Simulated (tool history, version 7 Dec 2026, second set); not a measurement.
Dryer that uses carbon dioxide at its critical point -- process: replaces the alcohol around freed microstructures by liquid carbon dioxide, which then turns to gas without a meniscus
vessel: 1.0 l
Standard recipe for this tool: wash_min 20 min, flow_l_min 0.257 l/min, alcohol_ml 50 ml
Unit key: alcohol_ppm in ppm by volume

Run 1, hour 0.0: usual settings. Result: alcohol_ppm 392 ppm by volume.
Run 2, hour 58.5: usual settings. Result: alcohol_ppm 423 ppm by volume.
Run 3, hour 92.9: usual settings. Result: alcohol_ppm 435 ppm by volume.
Run 4, hour 141.0: usual settings. Result: alcohol_ppm 474 ppm by volume.
Run 5, hour 182.1: usual settings. Result: alcohol_ppm 499 ppm by volume.
Run 6, hour 219.6: usual settings. Result: alcohol_ppm 496 ppm by volume.
Run 7, hour 263.9: usual settings. Result: alcohol_ppm 542 ppm by volume.
Run 8, hour 306.4: usual settings. Result: alcohol_ppm 555 ppm by volume.
Run 9, hour 343.3: usual settings. Result: alcohol_ppm 567 ppm by volume.
Run 10, hour 392.1: usual settings but flow_l_min 0.222 l/min. Result: alcohol_ppm 1061 ppm by volume.
Run 11, hour 420.4: usual settings but flow_l_min 0.222 l/min. Result: alcohol_ppm 1117 ppm by volume.
Run 12, hour 459.4: usual settings but wash_min 18 min, alcohol_ml 94 ml. Result: alcohol_ppm 1890 ppm by volume.
Run 13, hour 496.1: usual settings but wash_min 18 min, alcohol_ml 94 ml. Result: alcohol_ppm 1937 ppm by volume.
Run 14, hour 547.9: usual settings but wash_min 18 min, alcohol_ml 94 ml. Result: alcohol_ppm 2019 ppm by volume.
Run 15, hour 597.8: usual settings but wash_min 26 min. Result: alcohol_ppm 238 ppm by volume.
Run 16, hour 646.3: usual settings but flow_l_min 0.233 l/min. Result: alcohol_ppm 1123 ppm by volume.
At hour 650.7: inlet filter changed.
Run 17, hour 694.4: usual settings but wash_min 31 min, flow_l_min 0.226 l/min, alcohol_ml 80 ml. Result: alcohol_ppm 135 ppm by volume.
Run 18, hour 726.4: usual settings but wash_min 31 min, flow_l_min 0.226 l/min, alcohol_ml 80 ml. Result: alcohol_ppm 134 ppm by volume.

Alternative continuations, all from the tool just after run 18; predict every row:
Run A, hour 780.0: usual settings but wash_min 17 min, flow_l_min 0.221 l/min, alcohol_ml 44 ml. Result: alcohol_ppm ?.
Run B, hour 780.0: usual settings but wash_min 26 min, alcohol_ml 84 ml. Result: alcohol_ppm ?.
Run C, hour 780.0: usual settings but wash_min 32 min, flow_l_min 0.226 l/min, alcohol_ml 62 ml. Result: alcohol_ppm ?.
Run D, hour 780.0: usual settings but wash_min 31 min, flow_l_min 0.300 l/min, alcohol_ml 23 ml. Result: alcohol_ppm ?.

run  alcohol_ppm
  A         1312
  B          194
  C          112
  D           45
The same runs, with their run-to-run variation unchanged, on a tool lacking any hidden condition would have given:
run  alcohol_ppm
  A         1127
  B          129
  C           61
  D            9

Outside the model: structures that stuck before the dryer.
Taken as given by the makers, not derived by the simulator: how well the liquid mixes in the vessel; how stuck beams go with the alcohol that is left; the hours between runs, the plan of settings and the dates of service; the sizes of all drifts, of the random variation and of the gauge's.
